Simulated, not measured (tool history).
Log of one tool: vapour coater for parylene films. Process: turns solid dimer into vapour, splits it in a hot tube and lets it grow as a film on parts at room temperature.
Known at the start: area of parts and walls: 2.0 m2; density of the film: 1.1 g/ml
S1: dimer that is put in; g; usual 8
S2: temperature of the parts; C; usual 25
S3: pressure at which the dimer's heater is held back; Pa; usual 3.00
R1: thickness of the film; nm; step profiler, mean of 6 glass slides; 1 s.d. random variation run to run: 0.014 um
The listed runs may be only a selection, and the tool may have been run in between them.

run 1 hour=0.0 | S1=8 S2=25 S3=3.00 | R1=2500
run 2 hour=24.4 | S1=8 S2=25 S3=3.00 | R1=2500
run 3 hour=63.5 | S1=8 S2=25 S3=3.00 | R1=2470
run 4 hour=93.9 | S1=8 S2=33 S3=3.00 | R1=2140
run 5 hour=119.9 | S1=8 S2=25 S3=3.00 | R1=2460
run 6 hour=155.6 | S1=4 S2=25 S3=3.00 | R1=1220
run 7 hour=173.7 | S1=4 S2=25 S3=3.00 | R1=1210
run 8 hour=212.7 | S1=4 S2=25 S3=3.00 | R1=1210
run 9 hour=254.0 | S1=4 S2=25 S3=3.00 | R1=1200
run 10 hour=287.3 | S1=4 S2=25 S3=3.00 | R1=1190
run 11 hour=325.1 | S1=4 S2=25 S3=3.00 | R1=1200
run 12 hour=344.0 | S1=4 S2=25 S3=3.00 | R1=1170
run 13 hour=372.5 | S1=8 S2=29 S3=3.00 | R1=2190
run 14 hour=396.1 | S1=8 S2=28 S3=3.00 | R1=2220
-- hour=407.6 trap's valve overhauled
run 15 hour=428.9 | S1=8 S2=28 S3=3.00 | R1=2190
run 16 hour=468.5 | S1=8 S2=28 S3=3.00 | R1=2150
-- hour=496.0 trap's valve overhauled, once more
run 17 hour=513.0 | S1=8 S2=28 S3=3.00 | R1=2410
run 18 hour=538.2 | S1=8 S2=25 S3=3.00 | R1=2520
run 19 hour=572.0 | S1=8 S2=25 S3=3.00 | R1=2510
run 20 hour=597.9 | S1=8 S2=25 S3=3.00 | R1=2510
run 21 hour=625.8 | S1=8 S2=24 S3=3.00 | R1=2530
run 22 hour=658.1 | S1=8 S2=25 S3=3.00 | R1=2480
run 23 hour=684.3 | S1=8 S2=25 S3=10.65 | R1=1810
run 24 hour=710.0 | S1=9 S2=25 S3=10.65 | R1=2020
run 25 hour=742.5 | S1=9 S2=25 S3=10.65 | R1=2030
run 26 hour=775.1 | S1=9 S2=25 S3=10.65 | R1=2010
run 27 hour=809.6 | S1=9 S2=25 S3=10.65 | R1=1990
run 28 hour=833.0 | S1=9 S2=33 S3=2.63 | R1=2430
run 29 hour=852.8 | S1=9 S2=27 S3=2.63 | R1=2680
run 30 hour=871.1 | S1=9 S2=31 S3=5.34 | R1=2080
run 31 hour=904.2 | S1=9 S2=19 S3=3.91 | R1=2760
-- hour=923.9 table's thermometer calibrated
-- hour=940.3 trap's valve overhauled
run 32 hour=951.2 | S1=8 S2=25 S3=4.18 | R1=2320
run 33 hour=983.3 | S1=10 S2=23 S3=3.00 | R1=3210
run 34 hour=1017.9 | S1=10 S2=23 S3=3.00 | R1=3190
run 35 hour=1039.7 | S1=5 S2=33 S3=4.58 | R1=1220
run 36 hour=1061.7 | S1=11 S2=22 S3=2.75 | R1=3630
run 37 hour=1081.6 | S1=6 S2=25 S3=3.35 | R1=1810
run 38 hour=1104.5 | S1=6 S2=25 S3=3.35 | R1=1750
run 39 hour=1122.9 | S1=6 S2=25 S3=3.35 | R1=1790
run 40 hour=1140.1 | S1=8 S2=21 S3=2.23 | R1=2790
run 41 hour=1169.5 | S1=8 S2=21 S3=2.23 | R1=2780
run 42 hour=1191.2 | S1=5 S2=31 S3=2.92 | R1=1380
run 43 hour=1231.5 | S1=4 S2=31 S3=5.72 | R1=930
run 44 hour=1256.2 | S1=6 S2=21 S3=3.11 | R1=1890

Predict each of these 3 candidate next runs independently; none follows another, all start after run 44:
run A hour=1285.5 | S1=6 S2=33 S3=3.11 | R1=?
run B hour=1285.5 | S1=6 S2=24 S3=3.11 | R1=?
run C hour=1285.5 | S1=4 S2=19 S3=3.00 | R1=?

run=A R1=1540
run=B R1=1800
run=C R1=1320
Without the tool's hidden state the same runs would have given:
run=A R1=1630
run=B R1=1900
run=C R1=1390

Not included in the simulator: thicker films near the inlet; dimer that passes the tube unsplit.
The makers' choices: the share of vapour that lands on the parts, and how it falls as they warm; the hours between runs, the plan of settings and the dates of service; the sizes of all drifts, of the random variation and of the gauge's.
